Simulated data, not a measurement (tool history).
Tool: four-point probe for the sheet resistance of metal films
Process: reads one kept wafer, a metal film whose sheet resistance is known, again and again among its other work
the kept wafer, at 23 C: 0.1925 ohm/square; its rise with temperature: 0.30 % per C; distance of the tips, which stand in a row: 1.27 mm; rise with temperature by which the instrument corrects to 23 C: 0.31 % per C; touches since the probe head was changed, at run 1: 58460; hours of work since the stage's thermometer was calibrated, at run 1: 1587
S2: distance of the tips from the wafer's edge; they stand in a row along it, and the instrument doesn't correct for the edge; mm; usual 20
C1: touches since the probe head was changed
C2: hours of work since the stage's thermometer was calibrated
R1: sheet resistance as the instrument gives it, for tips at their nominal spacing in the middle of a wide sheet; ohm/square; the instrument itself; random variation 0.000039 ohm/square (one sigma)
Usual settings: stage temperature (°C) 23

run 1 hour=0.0 | stage_temperature_(°C)=23 S2=20 | C1=58460 C2=1587 | R1=0.192858
run 2 hour=77.0 | stage_temperature_(°C)=23 S2=20 | C1=60156 C2=1638 | R1=0.192795
run 3 hour=133.7 | stage_temperature_(°C)=23 S2=20 | C1=61404 C2=1675 | R1=0.192792
-- hour=166.7 stage's thermometer calibrated
run 4 hour=192.3 | stage_temperature_(°C)=23 S2=20 | C1=62683 C2=17 | R1=0.192886
run 5 hour=249.1 | stage_temperature_(°C)=23 S2=14 | C1=63935 C2=54 | R1=0.193299
run 6 hour=307.1 | stage_temperature_(°C)=23 S2=14 | C1=65211 C2=92 | R1=0.193250
run 7 hour=341.5 | stage_temperature_(°C)=23 S2=14 | C1=65969 C2=115 | R1=0.193323
run 8 hour=385.3 | stage_temperature_(°C)=23 S2=14 | C1=66932 C2=144 | R1=0.193287
-- hour=432.8 stage's thermometer calibrated, once more
run 9 hour=447.6 | stage_temperature_(°C)=23 S2=20 | C1=68294 C2=10 | R1=0.192647
run 10 hour=485.9 | stage_temperature_(°C)=23 S2=20 | C1=69137 C2=35 | R1=0.192584
run 11 hour=538.7 | stage_temperature_(°C)=23 S2=20 | C1=70300 C2=70 | R1=0.192659
run 12 hour=610.1 | stage_temperature_(°C)=21 S2=7 | C1=71873 C2=117 | R1=0.195580
run 13 hour=673.9 | stage_temperature_(°C)=24 S2=3 | C1=73277 C2=159 | R1=0.208940
run 14 hour=735.7 | stage_temperature_(°C)=21 S2=53 | C1=74638 C2=199 | R1=0.192287
run 15 hour=785.5 | stage_temperature_(°C)=21 S2=53 | C1=75734 C2=232 | R1=0.192306
run 16 hour=834.2 | stage_temperature_(°C)=21 S2=53 | C1=76807 C2=264 | R1=0.192348
run 17 hour=891.5 | stage_temperature_(°C)=21 S2=53 | C1=78069 C2=302 | R1=0.192309
run 18 hour=962.3 | stage_temperature_(°C)=21 S2=53 | C1=79626 C2=348 | R1=0.192266
run 19 hour=1007.3 | stage_temperature_(°C)=28 S2=3 | C1=80619 C2=378 | R1=0.208792

Forecast each of these 3 alternatives for the next run:
run A hour=1065.4 | stage_temperature_(°C)=22 S2=20 | C1=81897 C2=416 | R1=?
run B hour=1065.4 | stage_temperature_(°C)=29 S2=45 | C1=81897 C2=416 | R1=?
run C hour=1065.4 | stage_temperature_(°C)=24 S2=7 | C1=81897 C2=416 | R1=?

run=A R1=0.192597
run=B R1=0.192097
run=C R1=0.195499
Without the tool's hidden state the same runs would have given:
run=A R1=0.192932
run=B R1=0.192432
run=C R1=0.195839
